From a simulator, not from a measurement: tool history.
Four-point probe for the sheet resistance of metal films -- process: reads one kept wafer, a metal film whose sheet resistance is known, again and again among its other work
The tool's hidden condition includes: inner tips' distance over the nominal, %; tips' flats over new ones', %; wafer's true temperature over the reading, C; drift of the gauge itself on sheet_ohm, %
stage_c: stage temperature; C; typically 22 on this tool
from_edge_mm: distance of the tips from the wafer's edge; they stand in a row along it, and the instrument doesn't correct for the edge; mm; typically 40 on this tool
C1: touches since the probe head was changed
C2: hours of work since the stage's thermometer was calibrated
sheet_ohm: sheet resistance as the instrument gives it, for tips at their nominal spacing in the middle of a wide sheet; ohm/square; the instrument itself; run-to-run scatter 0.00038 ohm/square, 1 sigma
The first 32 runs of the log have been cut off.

run 33 hour=2382.2 | stage_c=19 from_edge_mm=5 | C1=93530 C2=543 | sheet_ohm=1.899869
run 34 hour=2445.7 | stage_c=19 from_edge_mm=5 | C1=95996 C2=572 | sheet_ohm=1.899945
run 35 hour=2549.4 | stage_c=19 from_edge_mm=5 | C1=100022 C2=618 | sheet_ohm=1.901630
run 36 hour=2610.5 | stage_c=19 from_edge_mm=5 | C1=102397 C2=646 | sheet_ohm=1.901234
run 37 hour=2694.0 | stage_c=19 from_edge_mm=5 | C1=105642 C2=683 | sheet_ohm=1.902221
run 38 hour=2794.6 | stage_c=19 from_edge_mm=11 | C1=109548 C2=729 | sheet_ohm=1.893607
run 39 hour=2864.8 | stage_c=31 from_edge_mm=8 | C1=112275 C2=760 | sheet_ohm=1.900826
run 40 hour=2949.6 | stage_c=31 from_edge_mm=8 | C1=115571 C2=798 | sheet_ohm=1.901463
run 41 hour=3026.8 | stage_c=30 from_edge_mm=10 | C1=118568 C2=833 | sheet_ohm=1.900069
run 42 hour=3128.0 | stage_c=25 from_edge_mm=11 | C1=122500 C2=878 | sheet_ohm=1.898557
run 43 hour=3199.4 | stage_c=19 from_edge_mm=37 | C1=125273 C2=910 | sheet_ohm=1.894135
run 44 hour=3273.7 | stage_c=33 from_edge_mm=19 | C1=128158 C2=944 | sheet_ohm=1.901396

3 ways to go on from here, each from the tool as it stands after run 44. What would each give?
run A hour=3374.4 | stage_c=35 from_edge_mm=13 | C1=132072 C2=989 | sheet_ohm=?
run B hour=3374.4 | stage_c=28 from_edge_mm=19 | C1=132072 C2=989 | sheet_ohm=?
run C hour=3374.4 | stage_c=22 from_edge_mm=40 | C1=132072 C2=989 | sheet_ohm=?

run=A sheet_ohm=1.903336
run=B sheet_ohm=1.899648
run=C sheet_ohm=1.896925
The same runs, with their run-to-run variation unchanged, on a tool lacking any hidden condition would have given:
run=A sheet_ohm=1.882246
run=B sheet_ohm=1.878616
run=C sheet_ohm=1.875938

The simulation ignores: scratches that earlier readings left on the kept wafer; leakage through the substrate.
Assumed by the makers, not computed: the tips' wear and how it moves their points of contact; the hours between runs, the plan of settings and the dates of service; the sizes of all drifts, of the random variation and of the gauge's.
